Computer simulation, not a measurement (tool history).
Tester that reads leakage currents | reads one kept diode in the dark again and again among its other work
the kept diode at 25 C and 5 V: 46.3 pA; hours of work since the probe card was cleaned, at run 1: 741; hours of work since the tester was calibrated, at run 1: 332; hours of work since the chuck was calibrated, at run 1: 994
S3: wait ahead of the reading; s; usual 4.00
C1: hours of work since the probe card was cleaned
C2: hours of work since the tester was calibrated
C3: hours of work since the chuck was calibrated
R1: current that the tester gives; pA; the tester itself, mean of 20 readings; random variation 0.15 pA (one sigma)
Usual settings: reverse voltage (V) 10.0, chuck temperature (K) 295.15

Run 1, day 0.000: usual settings; C1 741; C2 332; C3 994. Result: R1 46.71 pA.
Run 2, day 0.946: usual settings but S3 0.89 s; C1 756; C2 346; C3 1009. Result: R1 48.23 pA.
Run 3, day 2.371: usual settings but reverse voltage (V) 1.0; C1 779; C2 369; C3 1031. Result: R1 19.31 pA.
Run 4, day 2.979: usual settings; C1 788; C2 378; C3 1041. Result: R1 46.75 pA.
Run 5, day 4.121: usual settings; C1 806; C2 396; C3 1059. Result: R1 46.88 pA.
Run 6, day 5.300: usual settings; C1 825; C2 415; C3 1077. Result: R1 46.62 pA.
Run 7, day 6.542: usual settings but S3 2.15 s; C1 844; C2 434; C3 1096. Result: R1 47.26 pA.
Run 8, day 7.771: usual settings but S3 1.39 s; C1 863; C2 453; C3 1116. Result: R1 47.69 pA.
Run 9, day 9.075: usual settings; C1 884; C2 474; C3 1136. Result: R1 46.66 pA.
Run 10, day 10.033: usual settings; C1 899; C2 489; C3 1151. Result: R1 46.74 pA.
Run 11, day 11.225: usual settings; C1 917; C2 508; C3 1170. Result: R1 46.76 pA.
Run 12, day 12.438: usual settings; C1 936; C2 527; C3 1189. Result: R1 47.06 pA.
Run 13, day 13.088: usual settings; C1 947; C2 537; C3 1199. Result: R1 47.07 pA.
Run 14, day 14.417: usual settings; C1 967; C2 558; C3 1220. Result: R1 46.80 pA.
Run 15, day 15.508: usual settings; C1 985; C2 575; C3 1237. Result: R1 46.79 pA.
Run 16, day 16.354: usual settings; C1 998; C2 588; C3 1250. Result: R1 46.83 pA.
Run 17, day 16.992: usual settings but chuck temperature (K) 325.15; C1 1008; C2 598; C3 1260. Result: R1 538.62 pA.
Run 18, day 18.392: usual settings; C1 1030; C2 620; C3 1282. Result: R1 46.93 pA.
Run 19, day 19.129: usual settings; C1 1041; C2 632; C3 1294. Result: R1 46.83 pA.
Run 20, day 20.175: usual settings but reverse voltage (V) 11.3; C1 1058; C2 648; C3 1310. Result: R1 48.71 pA.
Run 21, day 20.788: usual settings but chuck temperature (K) 294.15, S3 1.63 s; C1 1067; C2 658; C3 1320. Result: R1 43.45 pA.
Run 22, day 21.471: usual settings but reverse voltage (V) 14.9, chuck temperature (K) 294.15, S3 1.63 s; C1 1078; C2 668; C3 1331. Result: R1 50.68 pA.
Run 23, day 22.550: usual settings but reverse voltage (V) 14.9, chuck temperature (K) 305.15, S3 0.31 s; C1 1095; C2 685; C3 1348. Result: R1 137.77 pA.
Run 24, day 23.679: usual settings but chuck temperature (K) 313.15; C1 1113; C2 703; C3 1365. Result: R1 214.89 pA.
Run 25, day 24.429: usual settings but chuck temperature (K) 330.15, S3 2.42 s; C1 1124; C2 715; C3 1377. Result: R1 776.58 pA.
At day 25.162: probe card cleaned and baked.
Run 26, day 25.950: usual settings but chuck temperature (K) 330.15, S3 2.42 s; C1 12; C2 737; C3 1399. Result: R1 774.87 pA.
Run 27, day 26.996: usual settings but reverse voltage (V) 10.7, chuck temperature (K) 324.15, S3 1.76 s; C1 29; C2 753; C3 1415. Result: R1 512.74 pA.
Run 28, day 28.175: usual settings but reverse voltage (V) 7.6, chuck temperature (K) 308.15, S3 0.43 s; C1 47; C2 771; C3 1434. Result: R1 131.34 pA.
Run 29, day 29.004: usual settings but reverse voltage (V) 7.6, chuck temperature (K) 308.15, S3 0.43 s; C1 60; C2 784; C3 1447. Result: R1 131.17 pA.
Run 30, day 30.250: usual settings but reverse voltage (V) 1.9, chuck temperature (K) 299.15, S3 6.86 s; C1 80; C2 804; C3 1466. Result: R1 35.11 pA.
Run 31, day 31.392: usual settings but reverse voltage (V) 1.9, chuck temperature (K) 299.15, S3 6.86 s; C1 98; C2 822; C3 1484. Result: R1 35.35 pA.
Run 32, day 32.058: usual settings but reverse voltage (V) 13.2, chuck temperature (K) 322.15, S3 0.56 s; C1 108; C2 832; C3 1495. Result: R1 480.23 pA.
Run 33, day 33.442: usual settings but reverse voltage (V) 5.5, chuck temperature (K) 323.15, S3 8.07 s; C1 130; C2 854; C3 1516. Result: R1 370.48 pA.
Run 34, day 34.275: usual settings but reverse voltage (V) 5.5, chuck temperature (K) 323.15, S3 8.07 s; C1 143; C2 867; C3 1529. Result: R1 371.15 pA.
Run 35, day 34.975: usual settings but reverse voltage (V) 1.8, S3 8.76 s; C1 154; C2 878; C3 1540. Result: R1 24.10 pA.
Run 36, day 35.917: usual settings but reverse voltage (V) 1.8, S3 8.76 s; C1 169; C2 893; C3 1555. Result: R1 24.11 pA.
Run 37, day 37.425: usual settings but chuck temperature (K) 306.15, S3 7.57 s; C1 192; C2 916; C3 1579. Result: R1 120.30 pA.
Run 38, day 38.546: usual settings but reverse voltage (V) 16.0, S3 3.85 s; C1 210; C2 934; C3 1596. Result: R1 56.00 pA.
Run 39, day 39.925: usual settings but reverse voltage (V) 2.6, chuck temperature (K) 314.15, S3 7.85 s; C1 232; C2 956; C3 1618. Result: R1 139.48 pA.

5 ways to go on from here, each from the tool as it stands after run 39. What would each give?
Run A, day 40.908: usual settings but reverse voltage (V) 12.8, chuck temperature (K) 320.15, S3 9.28 s; C1 247; C2 971; C3 1633. Result: R1 ?.
Run B, day 40.908: usual settings but reverse voltage (V) 2.6, chuck temperature (K) 301.15, S3 9.14 s; C1 247; C2 971; C3 1633. Result: R1 ?.
Run C, day 40.908: usual settings but reverse voltage (V) 2.8; C1 247; C2 971; C3 1633. Result: R1 ?.
Run D, day 40.908: usual settings but reverse voltage (V) 14.5, chuck temperature (K) 300.15; C1 247; C2 971; C3 1633. Result: R1 ?.
Run E, day 40.908: usual settings but reverse voltage (V) 6.5, chuck temperature (K) 307.15, S3 4.74 s; C1 247; C2 971; C3 1633. Result: R1 ?.

run      R1
  A  407.85
  B   46.76
  C   28.68
  D   83.67
  E  111.19
Without the tool's hidden state the same runs would have given:
run      R1
  A  407.78
  B   46.75
  C   28.67
  D   83.65
  E  111.17

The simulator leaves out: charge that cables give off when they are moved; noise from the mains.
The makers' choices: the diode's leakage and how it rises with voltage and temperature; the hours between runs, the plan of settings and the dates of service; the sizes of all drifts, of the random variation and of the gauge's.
